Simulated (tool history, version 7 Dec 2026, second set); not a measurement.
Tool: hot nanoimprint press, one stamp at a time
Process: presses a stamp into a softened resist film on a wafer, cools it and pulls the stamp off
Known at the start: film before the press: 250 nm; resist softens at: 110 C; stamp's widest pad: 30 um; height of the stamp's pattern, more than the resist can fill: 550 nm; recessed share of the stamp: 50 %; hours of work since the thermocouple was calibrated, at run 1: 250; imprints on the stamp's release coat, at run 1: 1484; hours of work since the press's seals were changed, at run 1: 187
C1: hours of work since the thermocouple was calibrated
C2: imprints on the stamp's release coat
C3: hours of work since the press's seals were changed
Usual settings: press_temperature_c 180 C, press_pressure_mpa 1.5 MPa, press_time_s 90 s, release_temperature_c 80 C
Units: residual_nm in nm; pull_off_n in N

{"run": 1, "hour": 0.0, "press_temperature_c": 180, "press_pressure_mpa": 1.5, "press_time_s": 90, "release_temperature_c": 80, "C1": 250, "C2": 1484, "C3": 187, "residual_nm": 132.4, "pull_off_n": 126}
{"run": 2, "hour": 28.3, "press_temperature_c": 180, "press_pressure_mpa": 1.5, "press_time_s": 90, "release_temperature_c": 80, "C1": 262, "C2": 1532, "C3": 199, "residual_nm": 132.7, "pull_off_n": 124}
{"run": 3, "hour": 43.9, "press_temperature_c": 180, "press_pressure_mpa": 1.5, "press_time_s": 90, "release_temperature_c": 80, "C1": 268, "C2": 1559, "C3": 206, "residual_nm": 134.7, "pull_off_n": 125}
{"run": 4, "hour": 73.9, "press_temperature_c": 180, "press_pressure_mpa": 1.5, "press_time_s": 90, "release_temperature_c": 80, "C1": 281, "C2": 1610, "C3": 219, "residual_nm": 132.7, "pull_off_n": 127}
{"run": 5, "hour": 103.9, "press_temperature_c": 180, "press_pressure_mpa": 1.5, "press_time_s": 90, "release_temperature_c": 80, "C1": 294, "C2": 1661, "C3": 232, "residual_nm": 131.6, "pull_off_n": 129}
{"run": 6, "hour": 119.1, "press_temperature_c": 168, "press_pressure_mpa": 1.5, "press_time_s": 90, "release_temperature_c": 80, "C1": 301, "C2": 1687, "C3": 238, "residual_nm": 185.1, "pull_off_n": 128}
{"run": 7, "hour": 134.5, "press_temperature_c": 168, "press_pressure_mpa": 1.5, "press_time_s": 90, "release_temperature_c": 80, "C1": 307, "C2": 1713, "C3": 245, "residual_nm": 187.1, "pull_off_n": 131}
{"run": 8, "hour": 166.1, "press_temperature_c": 180, "press_pressure_mpa": 1.5, "press_time_s": 90, "release_temperature_c": 80, "C1": 321, "C2": 1766, "C3": 258, "residual_nm": 132.6, "pull_off_n": 130}
{"run": 9, "hour": 183.3, "press_temperature_c": 180, "press_pressure_mpa": 1.5, "press_time_s": 58, "release_temperature_c": 80, "C1": 328, "C2": 1795, "C3": 266, "residual_nm": 151.3, "pull_off_n": 133}
{"run": 10, "hour": 214.4, "press_temperature_c": 180, "press_pressure_mpa": 0.94, "press_time_s": 58, "release_temperature_c": 66, "C1": 342, "C2": 1848, "C3": 279, "residual_nm": 176.2, "pull_off_n": 184}
{"run": 11, "hour": 247.4, "press_temperature_c": 180, "press_pressure_mpa": 0.94, "press_time_s": 58, "release_temperature_c": 66, "C1": 356, "C2": 1904, "C3": 293, "residual_nm": 175.5, "pull_off_n": 187}
{"run": 12, "hour": 271.3, "press_temperature_c": 189, "press_pressure_mpa": 0.94, "press_time_s": 112, "release_temperature_c": 76, "C1": 366, "C2": 1945, "C3": 303, "residual_nm": 113.3, "pull_off_n": 142}
{"run": 13, "hour": 299.9, "press_temperature_c": 189, "press_pressure_mpa": 0.94, "press_time_s": 112, "release_temperature_c": 76, "C1": 378, "C2": 1994, "C3": 316, "residual_nm": 113.1, "pull_off_n": 144}
{"hour": 339.7, "done": "stamp cleaned and given a new release coat"}
{"run": 14, "hour": 340.3, "press_temperature_c": 182, "press_pressure_mpa": 1.46, "press_time_s": 52, "release_temperature_c": 86, "C1": 393, "C2": 1, "C3": 330, "residual_nm": 149.4, "pull_off_n": 76}
{"run": 15, "hour": 375.5, "press_temperature_c": 180, "press_pressure_mpa": 1.5, "press_time_s": 50, "release_temperature_c": 80, "C1": 408, "C2": 61, "C3": 346, "residual_nm": 158.8, "pull_off_n": 92}
{"run": 16, "hour": 410.7, "press_temperature_c": 180, "press_pressure_mpa": 1.5, "press_time_s": 50, "release_temperature_c": 80, "C1": 423, "C2": 120, "C3": 361, "residual_nm": 159.3, "pull_off_n": 92}
{"run": 17, "hour": 426.9, "press_temperature_c": 180, "press_pressure_mpa": 2.29, "press_time_s": 86, "release_temperature_c": 75, "C1": 430, "C2": 148, "C3": 368, "residual_nm": 108.5, "pull_off_n": 106}

How the hidden state differs across the entries between the runs, from the last listed run before each to the first after it:
Between runs 13 and 14: stamp cleaned and given a new release coat (hour 339.7)
  true temperature over the reading, C: 1.36 -> 1.42; pressure that arrives at the usual setting, %: 99.29 -> 99.25; grip of the stamp's worn release coat, % over a new coat's: 48.1 -> 0
  measured less the result without the state, residual_nm: -4.6 -> -5.5 nm; pull_off_n: +44 -> -3 N
